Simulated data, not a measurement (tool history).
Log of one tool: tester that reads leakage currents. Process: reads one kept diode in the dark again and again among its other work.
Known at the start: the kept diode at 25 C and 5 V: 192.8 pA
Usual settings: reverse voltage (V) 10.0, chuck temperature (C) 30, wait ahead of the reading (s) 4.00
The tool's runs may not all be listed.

run	hour	reverse voltage (V)	chuck temperature (C)	wait ahead of the reading (s)	current that the tester gives (pA)
1	0.0	10.0	30	4.00	340.83
2	50.1	10.0	30	4.00	337.45
3	136.2	10.0	30	4.00	335.07
4	234.3	10.0	30	4.00	333.62
5	307.2	10.0	30	4.21	329.03
6	368.0	2.8	30	4.00	194.35
7	422.9	7.6	30	4.00	291.29
8	515.1	7.6	30	4.00	288.55
9	571.7	7.6	30	2.46	286.03
10	664.7	7.6	30	2.46	283.39
11	746.0	10.0	30	4.00	316.79
# hour 763.2: chuck's temperature calibrated
12	834.5	2.3	30	4.00	197.79
13	886.0	9.4	41	4.00	746.68
14	952.9	2.4	47	4.00	628.81
15	1004.6	7.8	40	4.00	639.75
16	1102.1	10.1	22	2.15	199.61
17	1185.3	2.5	30	4.00	196.74
18	1255.2	10.0	30	0.63	351.15
19	1344.0	15.8	30	4.00	416.96
20	1403.8	15.8	30	4.00	415.57
21	1459.3	2.1	30	4.00	178.84
22	1559.3	2.1	34	1.63	234.45
23	1652.7	1.1	29	1.06	124.98

Forecast each of these 5 alternatives for the next run:
A	1721.5	1.1	22	1.06	?
B	1721.5	1.1	55	5.62	?
C	1721.5	10.0	33	7.14	?
D	1721.5	19.5	41	6.48	?
E	1721.5	1.1	53	1.06	?

run	current that the tester gives (pA)
A	73.79
B	697.61
C	410.87
D	940.67
E	618.48
Without the tool's hidden state the same runs would have given:
run	current that the tester gives (pA)
A	82.85
B	770.68
C	455.64
D	1039.09
E	683.97
